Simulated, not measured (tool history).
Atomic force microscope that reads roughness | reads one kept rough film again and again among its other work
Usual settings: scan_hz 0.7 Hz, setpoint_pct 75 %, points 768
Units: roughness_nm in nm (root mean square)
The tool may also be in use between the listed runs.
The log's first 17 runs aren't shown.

| run | day | scan_hz | setpoint_pct | points | pictures with this tip | hours of work since the height scale was calibrated | roughness_nm |
|---|---|---|---|---|---|---|---|
| 18 | 8.975 | 0.7 | 89 | 768 | 82 | 344 | 4.065 |
| 19 | 9.721 | 0.7 | 75 | 768 | 121 | 355 | 4.209 |
| 20 | 10.196 | 0.7 | 75 | 768 | 145 | 362 | 4.14 |
| 21 | 10.625 | 0.7 | 75 | 768 | 168 | 368 | 4.089 |
|  | 11.121 | new tip fitted |
| 22 | 11.208 | 1.881 | 80 | 799 | 4 | 377 | 3.963 |
| 23 | 11.983 | 1.188 | 80 | 631 | 44 | 388 | 4.083 |
| 24 | 12.446 | 0.612 | 80 | 904 | 69 | 395 | 4.243 |
| 25 | 12.796 | 0.612 | 80 | 904 | 87 | 400 | 4.207 |
| 26 | 13.4 | 1.969 | 55 | 904 | 118 | 409 | 4.235 |
| 27 | 13.783 | 1.969 | 55 | 904 | 138 | 415 | 4.155 |
| 28 | 14.125 | 1.969 | 55 | 904 | 156 | 420 | 4.097 |
| 29 | 14.5 | 1.969 | 55 | 904 | 175 | 426 | 4.066 |
|  | 14.85 | new tip fitted |
| 30 | 15.208 | 1.969 | 55 | 904 | 18 | 436 | 4.512 |

The next listed run, before its measurement:
| 31 | 15.717 | 0.805 | 75 | 822 | 45 | 444 | ? |

{"run 31": {"roughness_nm": 4.328}}
Without the tool's hidden state the same run would have given roughness_nm 4.437 nm (root mean square).
